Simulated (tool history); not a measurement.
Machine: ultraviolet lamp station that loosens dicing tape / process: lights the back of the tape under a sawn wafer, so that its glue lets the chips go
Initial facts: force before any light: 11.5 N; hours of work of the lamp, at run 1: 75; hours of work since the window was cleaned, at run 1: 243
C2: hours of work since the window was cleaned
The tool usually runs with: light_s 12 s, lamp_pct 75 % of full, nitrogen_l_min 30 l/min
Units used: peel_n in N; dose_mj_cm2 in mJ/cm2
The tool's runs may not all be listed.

{"run": 1, "day": 0.0, "light_s": 12, "lamp_pct": 75, "nitrogen_l_min": 30, "hours of work of the lamp": 75, "C2": 243, "peel_n": 0.565, "dose_mj_cm2": 425}
{"run": 2, "day": 0.408, "light_s": 18, "lamp_pct": 75, "nitrogen_l_min": 30, "hours of work of the lamp": 79, "C2": 248, "peel_n": 0.175, "dose_mj_cm2": 637}
{"run": 3, "day": 0.842, "light_s": 18, "lamp_pct": 75, "nitrogen_l_min": 30, "hours of work of the lamp": 84, "C2": 252, "peel_n": 0.177, "dose_mj_cm2": 636}
{"run": 4, "day": 1.021, "light_s": 18, "lamp_pct": 75, "nitrogen_l_min": 30, "hours of work of the lamp": 86, "C2": 254, "peel_n": 0.179, "dose_mj_cm2": 637}
{"run": 5, "day": 1.317, "light_s": 12, "lamp_pct": 75, "nitrogen_l_min": 30, "hours of work of the lamp": 89, "C2": 257, "peel_n": 0.592, "dose_mj_cm2": 428}
{"run": 6, "day": 1.738, "light_s": 12, "lamp_pct": 75, "nitrogen_l_min": 30, "hours of work of the lamp": 93, "C2": 261, "peel_n": 0.562, "dose_mj_cm2": 424}
{"run": 7, "day": 2.042, "light_s": 12, "lamp_pct": 75, "nitrogen_l_min": 30, "hours of work of the lamp": 96, "C2": 264, "peel_n": 0.574, "dose_mj_cm2": 418}
{"run": 8, "day": 2.438, "light_s": 10, "lamp_pct": 76, "nitrogen_l_min": 13, "hours of work of the lamp": 100, "C2": 269, "peel_n": 1.621, "dose_mj_cm2": 358}
{"run": 9, "day": 2.746, "light_s": 8, "lamp_pct": 76, "nitrogen_l_min": 12, "hours of work of the lamp": 104, "C2": 272, "peel_n": 2.565, "dose_mj_cm2": 284}
{"run": 10, "day": 3.038, "light_s": 13, "lamp_pct": 93, "nitrogen_l_min": 12, "hours of work of the lamp": 107, "C2": 275, "peel_n": 0.648, "dose_mj_cm2": 568}
{"run": 11, "day": 3.421, "light_s": 13, "lamp_pct": 93, "nitrogen_l_min": 12, "hours of work of the lamp": 110, "C2": 279, "peel_n": 0.612, "dose_mj_cm2": 561}
{"run": 12, "day": 3.604, "light_s": 13, "lamp_pct": 93, "nitrogen_l_min": 12, "hours of work of the lamp": 112, "C2": 281, "peel_n": 0.642, "dose_mj_cm2": 564}
{"run": 13, "day": 3.988, "light_s": 13, "lamp_pct": 93, "nitrogen_l_min": 12, "hours of work of the lamp": 116, "C2": 285, "peel_n": 0.631, "dose_mj_cm2": 558}
{"run": 14, "day": 4.412, "light_s": 6, "lamp_pct": 79, "nitrogen_l_min": 29, "hours of work of the lamp": 121, "C2": 289, "peel_n": 2.416, "dose_mj_cm2": 217}

Selected run-to-run steps in peel_n, each split into two signed amounts: the part the tool would show with no hidden state at all (from settings, incoming material and random variation), and the remainder, which goes to the hidden state together with any gauge scatter not common to the measured and the hidden-state-free results:
The tool's hidden condition here consists of: lamp's light, % of a new lamp's; light that the window lets through, % of a clean one's; drift of the gauge itself on peel_n, %; drift of the gauge itself on dose_mj_cm2, %.
Run 9 -> 10: light_s 8 -> 13, lamp_pct 76 -> 93. peel_n -1.917 N: hidden state -0.206, all else -1.711.
Run 13 -> 14: light_s 13 -> 6, lamp_pct 93 -> 79, nitrogen_l_min 12 -> 29. peel_n +1.785 N: hidden state +0.232, all else +1.553.
